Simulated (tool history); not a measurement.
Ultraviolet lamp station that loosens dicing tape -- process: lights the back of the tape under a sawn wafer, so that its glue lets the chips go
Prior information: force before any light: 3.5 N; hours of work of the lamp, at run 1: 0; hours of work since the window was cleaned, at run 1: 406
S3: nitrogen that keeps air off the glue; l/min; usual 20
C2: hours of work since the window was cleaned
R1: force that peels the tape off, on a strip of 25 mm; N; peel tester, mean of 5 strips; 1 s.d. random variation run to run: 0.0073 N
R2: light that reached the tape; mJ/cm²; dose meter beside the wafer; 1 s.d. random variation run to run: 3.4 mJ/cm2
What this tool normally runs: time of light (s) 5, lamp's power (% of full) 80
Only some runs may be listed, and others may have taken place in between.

run 1 hour=0.0 | time_of_light_(s)=5 lamp's_power_(%_of_full)=80 S3=20 | hours_of_work_of_the_lamp=0 C2=406 | R1=0.340 R2=464
run 2 hour=46.7 | time_of_light_(s)=5 lamp's_power_(%_of_full)=80 S3=20 | hours_of_work_of_the_lamp=19 C2=426 | R1=0.346 R2=464
run 3 hour=77.6 | time_of_light_(s)=5 lamp's_power_(%_of_full)=80 S3=20 | hours_of_work_of_the_lamp=32 C2=438 | R1=0.364 R2=460
run 4 hour=115.4 | time_of_light_(s)=7 lamp's_power_(%_of_full)=80 S3=20 | hours_of_work_of_the_lamp=48 C2=454 | R1=0.217 R2=626
run 5 hour=158.2 | time_of_light_(s)=7 lamp's_power_(%_of_full)=80 S3=20 | hours_of_work_of_the_lamp=66 C2=472 | R1=0.215 R2=619
-- hour=163.2 window cleaned of glue's vapour
run 6 hour=184.2 | time_of_light_(s)=7 lamp's_power_(%_of_full)=80 S3=20 | hours_of_work_of_the_lamp=77 C2=9 | R1=0.241 R2=587
run 7 hour=221.9 | time_of_light_(s)=4 lamp's_power_(%_of_full)=73 S3=20 | hours_of_work_of_the_lamp=92 C2=24 | R1=0.693 R2=300
run 8 hour=248.0 | time_of_light_(s)=3 lamp's_power_(%_of_full)=67 S3=19 | hours_of_work_of_the_lamp=103 C2=35 | R1=1.121 R2=207
run 9 hour=294.6 | time_of_light_(s)=3 lamp's_power_(%_of_full)=67 S3=19 | hours_of_work_of_the_lamp=123 C2=55 | R1=1.235 R2=198
run 10 hour=318.6 | time_of_light_(s)=2 lamp's_power_(%_of_full)=67 S3=10 | hours_of_work_of_the_lamp=133 C2=65 | R1=1.960 R2=132
run 11 hour=356.4 | time_of_light_(s)=2 lamp's_power_(%_of_full)=67 S3=10 | hours_of_work_of_the_lamp=148 C2=81 | R1=2.102 R2=126
run 12 hour=377.5 | time_of_light_(s)=6 lamp's_power_(%_of_full)=77 S3=23 | hours_of_work_of_the_lamp=157 C2=89 | R1=0.352 R2=438

What if the next run were any one of these 4? Each begins from the tool's condition after run 12:
run A hour=408.3 | time_of_light_(s)=8 lamp's_power_(%_of_full)=80 S3=8 | hours_of_work_of_the_lamp=170 C2=102 | R1=? R2=?
run B hour=408.3 | time_of_light_(s)=2 lamp's_power_(%_of_full)=94 S3=23 | hours_of_work_of_the_lamp=170 C2=102 | R1=? R2=?
run C hour=408.3 | time_of_light_(s)=3 lamp's_power_(%_of_full)=77 S3=16 | hours_of_work_of_the_lamp=170 C2=102 | R1=? R2=?
run D hour=408.3 | time_of_light_(s)=5 lamp's_power_(%_of_full)=81 S3=20 | hours_of_work_of_the_lamp=170 C2=102 | R1=? R2=?

run=A R1=0.412 R2=598
run=B R1=1.258 R2=174
run=C R1=1.194 R2=218
run=D R1=0.477 R2=380
The same runs, with their run-to-run variation unchanged, on a tool lacking any hidden condition would have given:
run=A R1=0.224 R2=878
run=B R1=0.806 R2=256
run=C R1=0.745 R2=320
run=D R1=0.258 R2=559
